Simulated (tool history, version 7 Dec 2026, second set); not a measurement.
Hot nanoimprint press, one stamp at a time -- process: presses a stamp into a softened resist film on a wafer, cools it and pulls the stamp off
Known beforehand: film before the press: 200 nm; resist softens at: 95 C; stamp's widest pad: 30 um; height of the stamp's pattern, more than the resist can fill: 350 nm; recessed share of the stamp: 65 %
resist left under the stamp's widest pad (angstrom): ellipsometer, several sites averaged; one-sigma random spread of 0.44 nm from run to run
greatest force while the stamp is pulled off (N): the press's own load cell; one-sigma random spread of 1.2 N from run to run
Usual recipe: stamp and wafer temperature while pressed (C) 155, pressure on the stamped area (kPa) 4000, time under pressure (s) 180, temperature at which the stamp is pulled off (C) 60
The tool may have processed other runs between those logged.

run	hour	stamp and wafer temperature while pressed (C)	pressure on the stamped area (kPa)	time under pressure (s)	temperature at which the stamp is pulled off (C)	resist left under the stamp's widest pad (angstrom)	greatest force while the stamp is pulled off (N)
1	0.0	155	4000	180	60	1111	211
2	10.4	155	4000	180	60	1118	215
3	21.8	155	4000	180	60	1110	214
# hour 35.1: plate thermocouple calibrated
4	36.8	155	4000	180	60	1118	215
5	46.9	155	5630	180	60	947	217
6	54.2	151	4000	180	60	1358	217
# hour 59.5: plate thermocouple calibrated, once more
7	68.3	151	4000	180	60	1311	215
8	76.4	155	3060	180	60	1227	216
9	88.2	155	3060	180	60	1235	217
# hour 99.2: stamp cleaned and given a new release coat
10	101.0	155	3060	180	60	1234	204
11	110.5	155	3060	180	60	1234	206
12	121.3	155	3060	180	60	1228	207
13	128.6	155	3060	180	60	1234	209
14	135.6	155	3060	180	60	1242	208
15	144.3	143	3060	149	48	1841	260
16	154.6	143	3060	149	48	1848	261
17	159.8	143	3060	149	48	1835	259
18	169.7	143	3060	149	48	1841	262
19	175.6	163	6370	99	55	706	231
20	186.9	163	6370	99	55	693	232
21	197.4	155	4000	180	49	1096	261
22	203.2	155	4000	180	49	1097	260
23	210.8	155	4000	180	49	1101	258
24	221.7	155	4000	180	49	1099	261
25	228.9	155	4770	180	53	1010	246
26	233.8	160	2620	133	67	1163	186
27	245.4	163	2890	133	67	972	183
28	254.3	155	3900	237	60	1017	216

Predict each of these 3 candidate next runs independently; none follows another, all start after run 28:
A	259.1	155	6320	237	52	?	?
B	259.1	143	4610	180	47	?	?
C	259.1	164	4000	180	51	?	?

run	resist left under the stamp's widest pad (angstrom)	greatest force while the stamp is pulled off (N)
A	789	252
B	1711	274
C	700	258
What these runs would have given with no unlogged condition in the tool:
run	resist left under the stamp's widest pad (angstrom)	greatest force while the stamp is pulled off (N)
A	777	240
B	1700	261
C	691	245

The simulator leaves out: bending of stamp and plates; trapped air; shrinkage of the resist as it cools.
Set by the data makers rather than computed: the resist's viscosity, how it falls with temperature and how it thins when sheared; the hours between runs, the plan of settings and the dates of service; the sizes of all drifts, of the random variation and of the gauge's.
